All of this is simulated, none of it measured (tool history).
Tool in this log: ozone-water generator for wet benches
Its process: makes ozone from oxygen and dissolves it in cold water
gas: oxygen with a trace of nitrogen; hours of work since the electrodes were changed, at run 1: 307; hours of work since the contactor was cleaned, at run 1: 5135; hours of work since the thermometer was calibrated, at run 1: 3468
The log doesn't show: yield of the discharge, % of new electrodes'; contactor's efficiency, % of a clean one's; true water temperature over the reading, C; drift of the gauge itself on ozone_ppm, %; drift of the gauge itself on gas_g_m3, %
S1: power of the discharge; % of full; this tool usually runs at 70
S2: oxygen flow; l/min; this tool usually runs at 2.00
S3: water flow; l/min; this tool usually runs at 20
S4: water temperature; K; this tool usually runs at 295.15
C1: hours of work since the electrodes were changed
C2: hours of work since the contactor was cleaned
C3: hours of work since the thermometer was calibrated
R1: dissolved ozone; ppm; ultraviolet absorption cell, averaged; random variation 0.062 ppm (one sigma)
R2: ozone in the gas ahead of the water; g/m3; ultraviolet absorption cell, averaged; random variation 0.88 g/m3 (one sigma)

run	hour	S1	S2	S3	S4	C1	C2	C3	R1	R2
1	0.0	70	2.00	20	295.15	307	5135	3468	8.50	157.3
2	34.5	70	2.00	20	295.15	331	5159	3492	8.57	156.2
3	68.0	70	2.00	20	295.15	354	5183	3516	8.53	157.3
4	95.7	70	2.00	20	295.15	374	5202	3535	8.53	157.0
5	135.9	70	2.00	20	295.15	402	5230	3563	8.44	155.8
6	167.0	70	2.00	20	295.15	424	5252	3585	8.53	157.3
7	196.5	50	2.00	20	295.15	444	5272	3606	6.88	127.4
8	229.4	50	2.00	20	295.15	467	5295	3629	7.02	127.8
9	271.9	70	2.00	20	295.15	497	5325	3658	8.44	157.2

What does the tool deliver on the next run?
10	292.4	70	1.33	13	291.15	511	5339	3673	?	?

Run 10 produced R1 12.42 ppm, R2 193.0 g/m3.
If the tool had no hidden condition, the same run with the same run-to-run variation would have returned R1 12.93 ppm, R2 194.3 g/m3.
